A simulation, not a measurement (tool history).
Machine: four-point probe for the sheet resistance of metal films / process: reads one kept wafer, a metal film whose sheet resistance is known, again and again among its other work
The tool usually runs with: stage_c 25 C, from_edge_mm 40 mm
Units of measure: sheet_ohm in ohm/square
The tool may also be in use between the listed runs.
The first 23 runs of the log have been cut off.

| run | hour | stage_c | from_edge_mm | touches since the probe head was changed | hours of work since the stage's thermometer was calibrated | sheet_ohm |
|---|---|---|---|---|---|---|
| 24 | 1022.1 | 34 | 42 | 46695 | 54 | 11.951868 |
| 25 | 1064.3 | 29 | 7 | 48208 | 81 | 11.969972 |
| 26 | 1112.7 | 29 | 7 | 49941 | 112 | 11.968985 |
| 27 | 1141.4 | 29 | 7 | 50968 | 131 | 11.973044 |
| 28 | 1169.3 | 29 | 7 | 51967 | 149 | 11.971361 |
| 29 | 1202.8 | 33 | 27 | 53168 | 170 | 11.952762 |
| 30 | 1245.1 | 20 | 19 | 54683 | 198 | 11.906391 |
| 31 | 1301.6 | 20 | 19 | 56707 | 234 | 11.910683 |
| 32 | 1326.2 | 20 | 19 | 57588 | 250 | 11.910228 |
| 33 | 1377.2 | 33 | 9 | 59415 | 283 | 11.968588 |
| 34 | 1426.8 | 33 | 9 | 61190 | 315 | 11.970275 |
| 35 | 1476.7 | 33 | 9 | 62978 | 347 | 11.971944 |
| 36 | 1536.8 | 33 | 9 | 65131 | 385 | 11.971270 |
| 37 | 1562.7 | 33 | 9 | 66057 | 402 | 11.974092 |
| 38 | 1617.0 | 33 | 59 | 68003 | 437 | 11.955289 |
| 39 | 1662.7 | 33 | 59 | 69640 | 466 | 11.952168 |
| 40 | 1696.5 | 25 | 59 | 70850 | 488 | 11.922255 |
| 41 | 1756.7 | 18 | 48 | 73007 | 527 | 11.894049 |

Run 42 is up next; what results do you expect?
| 42 | 1815.5 | 28 | 22 | 75112 | 565 | ? |

sheet_ohm: 11.938008 ohm/square
With the hidden condition absent and the run-to-run variation left alone, this run would have shown sheet_ohm 11.937160 ohm/square.

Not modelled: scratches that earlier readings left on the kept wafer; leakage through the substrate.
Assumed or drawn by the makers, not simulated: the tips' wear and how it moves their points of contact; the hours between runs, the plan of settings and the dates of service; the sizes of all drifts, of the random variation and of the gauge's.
